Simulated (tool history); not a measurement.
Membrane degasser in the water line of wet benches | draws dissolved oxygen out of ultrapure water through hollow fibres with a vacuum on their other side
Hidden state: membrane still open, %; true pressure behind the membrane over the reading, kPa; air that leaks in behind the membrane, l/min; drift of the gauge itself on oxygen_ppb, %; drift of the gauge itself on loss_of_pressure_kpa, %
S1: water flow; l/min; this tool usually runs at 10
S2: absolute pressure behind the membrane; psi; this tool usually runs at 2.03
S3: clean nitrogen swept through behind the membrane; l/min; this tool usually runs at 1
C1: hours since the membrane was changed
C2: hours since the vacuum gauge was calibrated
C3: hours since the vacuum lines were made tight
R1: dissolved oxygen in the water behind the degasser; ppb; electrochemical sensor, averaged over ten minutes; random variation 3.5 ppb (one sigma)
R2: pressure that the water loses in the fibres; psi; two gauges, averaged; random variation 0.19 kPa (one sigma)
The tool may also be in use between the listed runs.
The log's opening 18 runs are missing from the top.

run	hour	S1	S2	S3	C1	C2	C3	R1	R2
19	1129.7	10	4.53	2.15	2135	2487	987	427.8	5.693
20	1165.2	7	3.1	0.53	2170	2522	1023	596.7	3.942
21	1215.9	13	2.35	2.3	2221	2573	1073	340	7.29
22	1261.9	13	2.35	2.3	2267	2619	1119	345.9	7.316
23	1334.8	10	1.73	1.72	2340	2692	1192	242	5.629
24	1403.2	7	3.79	0.81	2408	2760	1261	515.3	3.991
25	1451.7	11	4.74	0.98	2457	2809	1309	856.7	6.241
26	1491.4	10	4.68	0.51	2496	2849	1349	1235.1	5.706
27	1576.6	8	4.68	2.67	2582	2934	1434	290.5	4.545
28	1643.1	8	4.68	2.67	2648	3000	1501	290.6	4.543
29	1696.5	11	2.57	2.44	2701	3054	1554	293.9	6.222
30	1770	11	2.03	0.94	2775	3127	1627	425.1	6.271
31	1833.5	14	2.34	0.47	2838	3191	1691	920.9	8.028
32	1878.4	8	4.19	1	2883	3236	1736	554.9	4.564
33	1914.5	8	3.28	1.29	2919	3272	1772	373.1	4.596

3 options for the next run, each taken on its own from the tool as it stands now. Forecast them:
A	1973	8	3.28	1.29	2978	3330	1830	?	?
B	1973	11	1.44	0.8	2978	3330	1830	?	?
C	1973	10	2.41	2.29	2978	3330	1830	?	?

run	R1	R2
A	371.8	4.574
B	355.9	6.29
C	261.7	5.674
Take away the tool's hidden state, keep each run's random variation, and the runs would have read:
run	R1	R2
A	354.2	4.416
B	329.3	6.071
C	241.9	5.477
